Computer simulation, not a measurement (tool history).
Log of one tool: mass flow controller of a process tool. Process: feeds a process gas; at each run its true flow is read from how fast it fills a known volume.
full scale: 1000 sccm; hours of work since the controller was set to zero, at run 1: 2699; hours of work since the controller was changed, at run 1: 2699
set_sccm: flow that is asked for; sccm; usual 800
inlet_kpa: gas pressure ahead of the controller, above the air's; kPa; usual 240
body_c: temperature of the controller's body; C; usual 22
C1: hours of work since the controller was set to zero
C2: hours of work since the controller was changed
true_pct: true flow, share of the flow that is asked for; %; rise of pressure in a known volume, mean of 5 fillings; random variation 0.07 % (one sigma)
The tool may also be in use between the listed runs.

Run 1, hour 0.0: usual settings; C1 2699; C2 2699. Result: true_pct 97.27 %.
Run 2, hour 178.2: usual settings; C1 2773; C2 2773. Result: true_pct 97.18 %.
Run 3, hour 399.3: usual settings but set_sccm 328 sccm; C1 2864; C2 2864. Result: true_pct 95.13 %.
Run 4, hour 564.2: usual settings but body_c 34 C; C1 2932; C2 2932. Result: true_pct 98.38 %.
Run 5, hour 782.7: usual settings but body_c 34 C; C1 3022; C2 3022. Result: true_pct 98.38 %.
Run 6, hour 908.4: usual settings but body_c 34 C; C1 3073; C2 3073. Result: true_pct 98.30 %.
Run 7, hour 1122.5: usual settings but body_c 30 C; C1 3162; C2 3162. Result: true_pct 97.96 %.
Run 8, hour 1319.8: usual settings but set_sccm 170 sccm; C1 3243; C2 3243. Result: true_pct 93.18 %.
Run 9, hour 1472.4: usual settings but inlet_kpa 188 kPa; C1 3306; C2 3306. Result: true_pct 97.32 %.
Run 10, hour 1695.5: usual settings but inlet_kpa 188 kPa; C1 3397; C2 3397. Result: true_pct 97.28 %.
Run 11, hour 1863.6: usual settings but inlet_kpa 188 kPa; C1 3467; C2 3467. Result: true_pct 97.32 %.
Run 12, hour 2068.2: usual settings; C1 3551; C2 3551. Result: true_pct 96.71 %.
Run 13, hour 2171.3: usual settings; C1 3593; C2 3593. Result: true_pct 96.69 %.
Run 14, hour 2328.5: usual settings but body_c 32 C; C1 3658; C2 3658. Result: true_pct 97.85 %.
Run 15, hour 2541.6: usual settings but inlet_kpa 255 kPa; C1 3746; C2 3746. Result: true_pct 96.45 %.
Run 16, hour 2662.3: usual settings but inlet_kpa 255 kPa; C1 3795; C2 3795. Result: true_pct 96.42 %.
Run 17, hour 2865.2: usual settings but inlet_kpa 255 kPa; C1 3879; C2 3879. Result: true_pct 96.49 %.
Run 18, hour 2995.3: usual settings but inlet_kpa 255 kPa; C1 3932; C2 3932. Result: true_pct 96.29 %.
Run 19, hour 3150.4: usual settings but inlet_kpa 255 kPa; C1 3996; C2 3996. Result: true_pct 96.48 %.
Run 20, hour 3373.0: usual settings but set_sccm 598 sccm, inlet_kpa 151 kPa; C1 4088; C2 4088. Result: true_pct 96.23 %.
Run 21, hour 3547.4: usual settings but set_sccm 771 sccm, inlet_kpa 140 kPa, body_c 31 C; C1 4160; C2 4160. Result: true_pct 98.03 %.
At hour 3567.9: controller's zero set anew.
Run 22, hour 3747.3: usual settings but set_sccm 267 sccm, body_c 39 C; C1 74; C2 4242. Result: true_pct 94.28 %.
Run 23, hour 3850.2: usual settings but set_sccm 707 sccm, body_c 39 C; C1 116; C2 4284. Result: true_pct 97.39 %.
Run 24, hour 4051.9: usual settings but set_sccm 707 sccm, body_c 39 C; C1 199; C2 4367. Result: true_pct 97.33 %.
At hour 4195.0: controller's zero set anew, once more.
Run 25, hour 4195.0: usual settings but set_sccm 655 sccm, body_c 37 C; C1 0; C2 4426. Result: true_pct 98.19 %.
Run 26, hour 4396.2: usual settings but set_sccm 655 sccm, inlet_kpa 153 kPa, body_c 37 C; C1 83; C2 4509. Result: true_pct 98.78 %.
Run 27, hour 4528.4: usual settings but set_sccm 191 sccm, inlet_kpa 210 kPa, body_c 32 C; C1 137; C2 4563. Result: true_pct 96.32 %.
Run 28, hour 4752.2: usual settings but set_sccm 238 sccm, inlet_kpa 192 kPa, body_c 25 C; C1 229; C2 4655. Result: true_pct 95.80 %.
Run 29, hour 4917.9: usual settings but set_sccm 238 sccm, inlet_kpa 192 kPa, body_c 25 C; C1 298; C2 4724. Result: true_pct 95.62 %.
Run 30, hour 5013.1: usual settings but inlet_kpa 157 kPa, body_c 29 C; C1 337; C2 4763. Result: true_pct 98.21 %.
Run 31, hour 5196.1: usual settings but inlet_kpa 216 kPa, body_c 29 C; C1 412; C2 4838. Result: true_pct 97.59 %.
Run 32, hour 5406.2: usual settings but inlet_kpa 216 kPa, body_c 29 C; C1 499; C2 4925. Result: true_pct 97.57 %.
Run 33, hour 5586.3: usual settings but inlet_kpa 216 kPa, body_c 29 C; C1 573; C2 4999. Result: true_pct 97.51 %.

Forecast each of these 5 alternatives for the next run:
Run A, hour 5757.7: usual settings but inlet_kpa 216 kPa, body_c 27 C; C1 643; C2 5069. Result: true_pct ?.
Run B, hour 5757.7: usual settings but set_sccm 228 sccm, inlet_kpa 243 kPa, body_c 35 C; C1 643; C2 5069. Result: true_pct ?.
Run C, hour 5757.7: usual settings but set_sccm 105 sccm, inlet_kpa 216 kPa, body_c 37 C; C1 643; C2 5069. Result: true_pct ?.
Run D, hour 5757.7: usual settings but set_sccm 117 sccm, inlet_kpa 264 kPa, body_c 31 C; C1 643; C2 5069. Result: true_pct ?.
Run E, hour 5757.7: usual settings but set_sccm 324 sccm, inlet_kpa 170 kPa, body_c 39 C; C1 643; C2 5069. Result: true_pct ?.

run  true_pct
  A     97.20
  B     95.88
  C     95.55
  D     94.61
  E     97.50
Without the tool's hidden state the same runs would have given:
run  true_pct
  A     99.47
  B     98.46
  C     98.66
  D     97.62
  E     99.96

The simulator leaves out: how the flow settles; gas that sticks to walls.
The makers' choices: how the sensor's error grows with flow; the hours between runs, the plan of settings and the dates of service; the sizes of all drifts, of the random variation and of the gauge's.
